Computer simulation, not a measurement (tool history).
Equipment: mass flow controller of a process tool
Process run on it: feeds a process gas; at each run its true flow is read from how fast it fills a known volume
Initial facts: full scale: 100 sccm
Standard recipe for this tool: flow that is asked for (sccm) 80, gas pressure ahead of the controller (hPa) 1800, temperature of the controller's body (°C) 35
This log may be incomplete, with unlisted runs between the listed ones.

run	hour	flow that is asked for (sccm)	gas pressure ahead of the controller (hPa)	temperature of the controller's body (°C)	true flow (%)
1	0	80	1800	35	98.34
2	52.7	80	1800	35	98.32
3	128.6	80	1800	35	98.35
4	174.6	80	1800	35	98.31
5	225.4	80	1800	35	98.43
6	305.9	80	1750	35	98.28
7	377.6	44	1800	20	96.15
8	459.5	53	2220	24	96.86
9	501	25	1830	21	94.98
10	562.6	25	2300	21	95
11	627.1	17	1960	24	94.25
12	709.1	80	2510	35	98.52

Per-run results on a tool with no hidden state, each run keeping its own random variation:
Hidden state present: flow at rest that the sensor doesn't see, % of full scale; true flow over the shown one, %; drift of the gauge itself on true_pct, %.
run	true flow (%)
1	99.84
2	99.83
3	99.88
4	99.85
5	99.98
6	99.84
7	98.08
8	98.68
9	97.56
10	97.6
11	97.54
12	100.17

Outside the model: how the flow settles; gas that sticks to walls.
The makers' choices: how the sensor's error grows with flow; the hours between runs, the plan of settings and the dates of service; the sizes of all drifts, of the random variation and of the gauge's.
